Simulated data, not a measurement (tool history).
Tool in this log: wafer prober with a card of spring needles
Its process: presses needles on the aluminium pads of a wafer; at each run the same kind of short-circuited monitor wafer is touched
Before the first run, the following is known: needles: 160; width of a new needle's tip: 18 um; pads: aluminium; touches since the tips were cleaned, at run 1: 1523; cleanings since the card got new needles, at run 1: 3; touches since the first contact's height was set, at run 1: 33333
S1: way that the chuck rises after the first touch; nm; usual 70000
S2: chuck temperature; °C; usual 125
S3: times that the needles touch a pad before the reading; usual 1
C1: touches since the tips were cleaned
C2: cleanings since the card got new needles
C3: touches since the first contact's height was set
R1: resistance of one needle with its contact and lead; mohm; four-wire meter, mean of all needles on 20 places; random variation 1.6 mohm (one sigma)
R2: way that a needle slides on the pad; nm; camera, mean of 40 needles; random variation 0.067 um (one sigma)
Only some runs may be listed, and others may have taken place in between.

run   hour     S1   S2  S3    C1  C2      C3   R1     R2
  1      0  70000  125   1  1523   3   33333  162  18300
  2   14.3  70000  125   1  4818   3   36628  157  18310
      31.8  -- tips cleaned on abrasive film
  3   36.1  70000  125   1   976   4   41601  159  18310
  4   58.2  70000  125   2  6056   4   46681  161  18370
      71.5  -- tips cleaned on abrasive film
  5   73.2  70000   83   1   405   5   50115  151  18490
  6   92.2  70000   83   1  4759   5   54469  153  18420
  7  102.9  70000   83   1  7219   5   56929  154  18390
     110.1  -- tips cleaned on abrasive film
  8  116.1  70000  125   2  1364   6   59930  164  18470
  9    132  70000  125   2  5020   6   63586  159  18450
 10    143  71000  125   1  7557   6   66123  158  18680
     149.1  -- tips cleaned on abrasive film
 11  167.6  71000  125   1  4261   7   71759  161  18700
 12  179.6  70000  125   1  6997   7   74495  161  18510
     188.1  -- tips cleaned on abrasive film
 13    200  70000   35   1  2720   8   79163  143  18510
 14  214.6  70000   35   1  6081   8   82524  144  18570
     226.5  -- tips cleaned on abrasive film
 15  239.4  70000   62   1  2970   9   88203  149  18510
 16  262.7  70000  125   1  8330   9   93563  161  18520
       265  -- tips cleaned on abrasive film
 17  284.9  70000  125   1  4577  10   98634  162  18520
 18  299.6  70000   65   2  7941  10  101998  149  18770
     304.4  -- tips cleaned on abrasive film
 19  322.5  70000   41   2  4161  11  107250  147  18700
 20  339.2  89000   75   2  7999  11  111088  146  23720
     344.3  -- tips cleaned on abrasive film
 21    356  70000   42   1  2675  12  114916  145  18670
 22  374.3  70000   42   1  6895  12  119136  148  18660
       384  -- tips cleaned on abrasive film
     396.9  -- gauge calibrated
 23  397.9  70000  125   1  3175  13  124515  162  18320
 24  416.6  60000  125   2  7487  13  128827  167  15750
     423.6  -- tips cleaned on abrasive film
 25    434  60000  125   2  2381  14  132794  164  15710
 26  451.2  87000  109   2  6347  14  136760  156  22650
     463.5  -- tips cleaned on abrasive film
 27  473.4  87000  109   2  2265  15  141827  152  22920
 28  487.1  80000  103   1  5413  15  144975  153  20980
 29  498.6  80000  103   1  8061  15  147623  157  21050
     502.8  -- tips cleaned on abrasive film
 30  512.7  80000  103   1  2282  16  150838  155  21060
 31  536.2  63000   92   1  7672  16  156228  159  16500
     541.3  -- tips cleaned on abrasive film
 32  553.4  63000   92   1  2790  17  160168  157  16530
 33  567.9  63000   92   1  6112  17  163490  156  16600
     580.4  -- tips cleaned on abrasive film
 34  581.4  63000   92   1   230  18  166574  158  16630

Below are 4 alternative next runs, each starting from the tool's condition after run 34. Predict each:
  A  595.8  79000  125   1  3544  18  169888   ?   ?
  B  595.8  70000   27   2  3544  18  169888   ?   ?
  C  595.8  66000   38   2  3544  18  169888   ?   ?
  D  595.8  60000   58   1  3544  18  169888   ?   ?

run   R1     R2
  A  157  20740
  B  142  18550
  C  146  17410
  D  149  15840
What these runs would have given with no unlogged condition in the tool:
run   R1     R2
  A  156  20510
  B  142  18340
  C  146  17220
  D  149  15670
